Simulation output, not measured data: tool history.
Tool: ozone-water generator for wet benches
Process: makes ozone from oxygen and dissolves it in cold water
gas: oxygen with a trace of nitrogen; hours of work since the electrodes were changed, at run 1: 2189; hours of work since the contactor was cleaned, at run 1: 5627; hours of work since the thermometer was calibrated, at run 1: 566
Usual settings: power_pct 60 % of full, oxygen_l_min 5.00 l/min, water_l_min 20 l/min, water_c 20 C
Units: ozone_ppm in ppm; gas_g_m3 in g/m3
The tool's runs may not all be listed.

run	hour	power_pct	oxygen_l_min	water_l_min	water_c	hours of work since the electrodes were changed	hours of work since the contactor was cleaned	hours of work since the thermometer was calibrated	ozone_ppm	gas_g_m3
1	0.0	60	5.00	20	20	2189	5627	566	24.1	238.0
2	70.5	60	5.00	20	20	2248	5685	625	24.0	236.6
3	130.2	60	5.00	20	20	2298	5735	675	23.6	238.3
4	167.9	60	5.00	20	20	2330	5767	707	24.1	237.3
5	232.0	60	5.00	20	20	2383	5820	760	24.1	233.9
6	265.1	60	5.00	18	20	2411	5848	788	25.9	236.7
7	321.1	60	5.00	18	20	2458	5895	835	25.8	232.8
8	389.7	60	5.00	19	20	2515	5952	892	24.6	234.6
9	435.0	60	5.00	19	20	2553	5990	930	24.4	238.0
10	512.4	60	5.00	19	20	2617	6055	994	24.4	233.1
# hour 538.8: contactor cleaned
11	589.0	60	5.00	19	20	2678	42	1055	26.5	233.3
12	662.2	60	5.00	19	20	2739	103	1116	26.5	231.8
13	697.6	85	5.00	20	20	2769	133	1146	31.5	287.6
14	762.6	85	5.00	20	20	2823	187	1200	31.0	286.7
15	799.6	85	5.00	20	20	2854	218	1231	31.1	286.0
16	836.7	85	5.00	20	20	2885	249	1262	30.8	289.3
17	875.5	60	3.13	20	13	2918	281	1294	23.6	268.2
18	940.4	52	3.13	22	18	2972	336	1349	18.6	244.5
19	1014.8	52	3.13	22	18	3034	398	1411	19.0	244.6
20	1060.8	52	3.96	14	18	3072	436	1449	29.0	226.2
21	1097.8	52	3.96	14	18	3103	467	1480	28.8	225.3
22	1136.8	52	3.96	14	18	3136	500	1513	29.1	227.1
23	1185.4	45	5.99	17	15	3177	540	1553	26.4	183.6
24	1246.2	50	7.02	28	14	3227	591	1604	20.4	185.1
25	1284.9	50	7.02	28	14	3260	623	1637	20.5	184.5
26	1341.1	50	7.02	28	14	3307	670	1683	20.1	184.0
27	1389.2	57	2.86	20	28	3347	711	1724	18.5	264.0
28	1450.3	60	8.52	26	13	3398	762	1775	25.1	193.0
29	1523.5	60	5.00	20	17	3459	823	1836	25.8	226.8
30	1581.9	48	5.00	21	20	3508	872	1885	20.8	198.3
31	1644.3	60	6.00	20	20	3560	924	1937	25.4	212.8
32	1714.6	43	5.00	16	20	3619	982	1996	23.9	187.2

5 ways to go on from here, each from the tool as it stands after run 32. What would each give?
A	1794.8	60	2.70	20	24	3686	1050	2063	?	?
B	1794.8	60	5.00	16	20	3686	1050	2063	?	?
C	1794.8	94	5.00	20	20	3686	1050	2063	?	?
D	1794.8	70	5.00	20	20	3686	1050	2063	?	?
E	1794.8	43	5.00	16	13	3686	1050	2063	?	?

run	ozone_ppm	gas_g_m3
A	19.2	271.7
B	28.6	224.5
C	31.9	291.7
D	26.6	245.7
E	26.7	185.3
Without the tool's hidden state the same runs would have given:
run	ozone_ppm	gas_g_m3
A	21.9	305.2
B	32.6	252.2
C	37.7	339.6
D	30.7	279.5
E	29.6	202.8
